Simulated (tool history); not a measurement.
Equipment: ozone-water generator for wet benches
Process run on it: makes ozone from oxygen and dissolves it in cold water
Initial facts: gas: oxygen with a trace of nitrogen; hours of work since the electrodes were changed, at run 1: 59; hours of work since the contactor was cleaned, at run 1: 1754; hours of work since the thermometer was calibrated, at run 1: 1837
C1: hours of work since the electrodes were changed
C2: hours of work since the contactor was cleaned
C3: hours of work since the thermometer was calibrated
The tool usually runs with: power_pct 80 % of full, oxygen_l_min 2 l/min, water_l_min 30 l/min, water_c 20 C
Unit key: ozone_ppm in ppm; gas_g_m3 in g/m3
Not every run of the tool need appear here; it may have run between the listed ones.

Run 1, day 0: usual settings; C1 59; C2 1754; C3 1837. Result: ozone_ppm 13.7 ppm, gas_g_m3 294 g/m3.
Run 2, day 1.304: usual settings but oxygen_l_min 3.55 l/min; C1 87; C2 1782; C3 1865. Result: ozone_ppm 15.2 ppm, gas_g_m3 208.5 g/m3.
Run 3, day 2.496: usual settings but oxygen_l_min 3.55 l/min; C1 113; C2 1808; C3 1891. Result: ozone_ppm 15.1 ppm, gas_g_m3 208.3 g/m3.
Run 4, day 3.225: usual settings but oxygen_l_min 3.55 l/min; C1 129; C2 1824; C3 1907. Result: ozone_ppm 14.9 ppm, gas_g_m3 208.7 g/m3.
Run 5, day 3.996: usual settings but water_c 19 C; C1 146; C2 1841; C3 1924. Result: ozone_ppm 13.6 ppm, gas_g_m3 296.7 g/m3.
Run 6, day 4.746: usual settings but water_c 19 C; C1 162; C2 1857; C3 1940. Result: ozone_ppm 13.7 ppm, gas_g_m3 299.8 g/m3.
Run 7, day 5.846: usual settings but water_c 19 C; C1 186; C2 1881; C3 1964. Result: ozone_ppm 13.8 ppm, gas_g_m3 298 g/m3.
Run 8, day 6.846: usual settings but water_c 19 C; C1 208; C2 1903; C3 1986. Result: ozone_ppm 13.8 ppm, gas_g_m3 300.6 g/m3.
Run 9, day 7.921: usual settings but water_c 16 C; C1 232; C2 1926; C3 2009. Result: ozone_ppm 14 ppm, gas_g_m3 298.9 g/m3.
Run 10, day 8.8: usual settings; C1 251; C2 1946; C3 2028. Result: ozone_ppm 13.8 ppm, gas_g_m3 296.4 g/m3.
Run 11, day 9.629: usual settings; C1 269; C2 1964; C3 2047. Result: ozone_ppm 13.6 ppm, gas_g_m3 298.9 g/m3.
Run 12, day 10.854: usual settings but water_c 19 C; C1 295; C2 1990; C3 2073. Result: ozone_ppm 14 ppm, gas_g_m3 300.6 g/m3.
Run 13, day 12.258: usual settings but water_c 19 C; C1 326; C2 2021; C3 2104. Result: ozone_ppm 13.6 ppm, gas_g_m3 298.8 g/m3.
Run 14, day 13.508: usual settings but oxygen_l_min 1.87 l/min, water_c 19 C; C1 353; C2 2048; C3 2131. Result: ozone_ppm 13.6 ppm, gas_g_m3 313.3 g/m3.
Run 15, day 14.321: usual settings but power_pct 60 % of full, oxygen_l_min 2.57 l/min, water_l_min 37 l/min, water_c 16 C; C1 371; C2 2066; C3 2149. Result: ozone_ppm 10 ppm, gas_g_m3 217.9 g/m3.
Run 16, day 14.992: usual settings but oxygen_l_min 2.65 l/min, water_l_min 25 l/min; C1 386; C2 2081; C3 2163. Result: ozone_ppm 17.6 ppm, gas_g_m3 255.8 g/m3.
Run 17, day 15.867: usual settings but oxygen_l_min 2.65 l/min, water_l_min 25 l/min; C1 405; C2 2100; C3 2182. Result: ozone_ppm 17.5 ppm, gas_g_m3 253.7 g/m3.
Run 18, day 16.733: usual settings but power_pct 91 % of full, water_c 22 C; C1 424; C2 2119; C3 2201. Result: ozone_ppm 14.6 ppm, gas_g_m3 325 g/m3.
Run 19, day 18.125: usual settings but power_pct 59 % of full, oxygen_l_min 1.36 l/min; C1 454; C2 2149; C3 2232. Result: ozone_ppm 10.5 ppm, gas_g_m3 320.8 g/m3.
Run 20, day 18.933: usual settings but power_pct 85 % of full, oxygen_l_min 2.03 l/min; C1 472; C2 2167; C3 2249. Result: ozone_ppm 14.5 ppm, gas_g_m3 311.9 g/m3.
Run 21, day 19.588: usual settings but power_pct 48 % of full, water_c 13 C; C1 486; C2 2181; C3 2264. Result: ozone_ppm 10.4 ppm, gas_g_m3 220.7 g/m3.
Run 22, day 20.546: usual settings; C1 507; C2 2202; C3 2285. Result: ozone_ppm 13.8 ppm, gas_g_m3 305.4 g/m3.
Run 23, day 21.646: usual settings; C1 531; C2 2226; C3 2309. Result: ozone_ppm 14.1 ppm, gas_g_m3 301.2 g/m3.
At day 22.279: gauge calibrated.
Run 24, day 22.308: usual settings but power_pct 50 % of full, water_c 23 C; C1 545; C2 2240; C3 2323. Result: ozone_ppm 10.1 ppm, gas_g_m3 224.4 g/m3.

Predict each of these 5 candidate next runs independently; none follows another, all start after run 24:
Run A, day 23.2: usual settings but oxygen_l_min 3.08 l/min; C1 565; C2 2260; C3 2342. Result: ozone_ppm ?, gas_g_m3 ?.
Run B, day 23.2: usual settings but power_pct 91 % of full, water_c 13 C; C1 565; C2 2260; C3 2342. Result: ozone_ppm ?, gas_g_m3 ?.
Run C, day 23.2: usual settings; C1 565; C2 2260; C3 2342. Result: ozone_ppm ?, gas_g_m3 ?.
Run D, day 23.2: usual settings but power_pct 71 % of full, water_l_min 18 l/min, water_c 28 C; C1 565; C2 2260; C3 2342. Result: ozone_ppm ?, gas_g_m3 ?.
Run E, day 23.2: usual settings but power_pct 46 % of full, oxygen_l_min 2.41 l/min, water_l_min 35 l/min, water_c 23 C; C1 565; C2 2260; C3 2342. Result: ozone_ppm ?, gas_g_m3 ?.

run  ozone_ppm  gas_g_m3
  A         15     226.6
  B       15.4     319.8
  C       13.8     295.8
  D       19.5     272.6
  E        8.8     189.6
What these runs would have given with no unlogged condition in the tool:
run  ozone_ppm  gas_g_m3
  A         15     226.3
  B       15.4     319.5
  C       13.8     295.5
  D       19.5     272.3
  E        8.8     189.4

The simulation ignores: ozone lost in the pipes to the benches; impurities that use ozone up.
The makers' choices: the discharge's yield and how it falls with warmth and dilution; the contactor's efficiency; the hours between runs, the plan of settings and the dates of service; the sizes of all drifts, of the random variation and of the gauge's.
